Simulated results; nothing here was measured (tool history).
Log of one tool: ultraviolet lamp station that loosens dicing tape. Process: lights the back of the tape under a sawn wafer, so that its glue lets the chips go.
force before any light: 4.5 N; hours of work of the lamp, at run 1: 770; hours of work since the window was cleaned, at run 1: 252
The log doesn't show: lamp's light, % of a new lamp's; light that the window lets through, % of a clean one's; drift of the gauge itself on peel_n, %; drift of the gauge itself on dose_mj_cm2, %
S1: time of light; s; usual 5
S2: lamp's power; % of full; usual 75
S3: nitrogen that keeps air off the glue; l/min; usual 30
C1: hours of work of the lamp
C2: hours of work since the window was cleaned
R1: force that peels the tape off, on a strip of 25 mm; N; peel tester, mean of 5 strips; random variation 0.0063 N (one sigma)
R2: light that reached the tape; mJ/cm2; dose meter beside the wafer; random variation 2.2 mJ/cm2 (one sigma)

run 1 day=0.000 | S1=5 S2=75 S3=30 | C1=770 C2=252 | R1=0.394 R2=140
run 2 day=1.458 | S1=5 S2=75 S3=30 | C1=787 C2=269 | R1=0.398 R2=139
run 3 day=2.875 | S1=5 S2=75 S3=30 | C1=803 C2=286 | R1=0.386 R2=135
run 4 day=5.321 | S1=5 S2=75 S3=30 | C1=832 C2=315 | R1=0.419 R2=140
run 5 day=7.146 | S1=5 S2=75 S3=30 | C1=854 C2=336 | R1=0.427 R2=134
-- day=7.308 window cleaned of glue's vapour
run 6 day=10.138 | S1=2 S2=72 S3=30 | C1=888 C2=33 | R1=1.813 R2=50
-- day=12.083 window cleaned of glue's vapour, once more
run 7 day=12.683 | S1=6 S2=98 S3=39 | C1=918 C2=7 | R1=0.121 R2=226
run 8 day=14.396 | S1=8 S2=87 S3=30 | C1=938 C2=27 | R1=0.096 R2=264
run 9 day=16.796 | S1=8 S2=87 S3=30 | C1=966 C2=55 | R1=0.090 R2=259
run 10 day=20.175 | S1=8 S2=75 S3=39 | C1=1006 C2=95 | R1=0.122 R2=218

Measured less the same run without the tool's hidden state. The same run-to-run variation is in both; the gauge's scatter may not be:
run=1 R1=+0.196 R2=-48
run=2 R1=+0.201 R2=-50
run=3 R1=+0.204 R2=-51
run=4 R1=+0.222 R2=-53
run=5 R1=+0.232 R2=-54
run=6 R1=+0.626 R2=-24
run=7 R1=+0.036 R2=-71
run=8 R1=+0.025 R2=-87
run=9 R1=+0.029 R2=-90
run=10 R1=+0.044 R2=-82

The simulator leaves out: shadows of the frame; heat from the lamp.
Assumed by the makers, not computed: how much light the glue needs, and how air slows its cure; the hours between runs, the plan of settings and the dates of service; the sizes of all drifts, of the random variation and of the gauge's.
